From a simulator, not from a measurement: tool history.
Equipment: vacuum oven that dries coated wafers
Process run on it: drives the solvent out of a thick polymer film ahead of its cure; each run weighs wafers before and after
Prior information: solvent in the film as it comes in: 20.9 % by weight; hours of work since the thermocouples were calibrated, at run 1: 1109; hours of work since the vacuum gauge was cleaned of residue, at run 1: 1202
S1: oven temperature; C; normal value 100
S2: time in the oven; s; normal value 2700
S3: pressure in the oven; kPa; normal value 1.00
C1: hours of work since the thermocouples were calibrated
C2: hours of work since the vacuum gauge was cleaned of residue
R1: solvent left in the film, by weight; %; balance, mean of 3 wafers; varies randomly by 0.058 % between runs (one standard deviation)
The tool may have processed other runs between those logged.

run	day	S1	S2	S3	C1	C2	R1
1	0.000	100	2700	1.00	1109	1202	3.95
2	1.983	100	2700	1.00	1133	1226	3.96
3	4.808	100	2700	1.00	1167	1261	3.88
4	8.438	100	2700	1.00	1212	1305	3.94
5	12.550	100	2700	1.00	1262	1355	3.96
# day 14.042: oven's thermocouples calibrated
6	16.192	100	2700	0.54	26	1398	2.95
7	18.883	100	2700	1.00	59	1431	3.42
8	21.417	100	2700	1.00	90	1462	3.37
9	24.842	100	2700	1.00	131	1503	3.39
10	27.450	100	2700	1.00	163	1535	3.31
11	31.633	100	2700	1.00	214	1586	3.37
12	35.133	100	2700	1.00	257	1629	3.54
13	38.971	100	2700	1.00	303	1675	3.53
14	43.092	100	2700	1.00	353	1725	3.58
15	47.683	100	3180	1.00	409	1781	2.89
16	51.075	100	2940	3.78	450	1822	4.91
17	54.808	94	2940	1.80	496	1868	5.90
18	56.696	111	1680	1.00	519	1891	2.61
19	60.696	95	1920	2.00	567	1939	8.09
20	64.642	103	2220	1.00	615	1987	3.74
21	67.904	103	2040	2.56	655	2027	5.09
22	72.162	103	2040	2.56	707	2079	4.98

What if the next run were any one of these 5? Each begins from the tool's condition after run 22:
A	74.550	102	3660	3.51	736	2108	?
B	74.550	106	1380	1.10	736	2108	?
C	74.550	85	2400	1.09	736	2108	?
D	74.550	87	1860	2.56	736	2108	?
E	74.550	105	1560	1.00	736	2108	?

run	R1
A	3.70
B	5.52
C	10.41
D	11.70
E	4.92
Stripped of hidden state, with their random variation kept, the same runs would have yielded:
run	R1
A	2.94
B	4.72
C	9.39
D	10.77
E	4.12

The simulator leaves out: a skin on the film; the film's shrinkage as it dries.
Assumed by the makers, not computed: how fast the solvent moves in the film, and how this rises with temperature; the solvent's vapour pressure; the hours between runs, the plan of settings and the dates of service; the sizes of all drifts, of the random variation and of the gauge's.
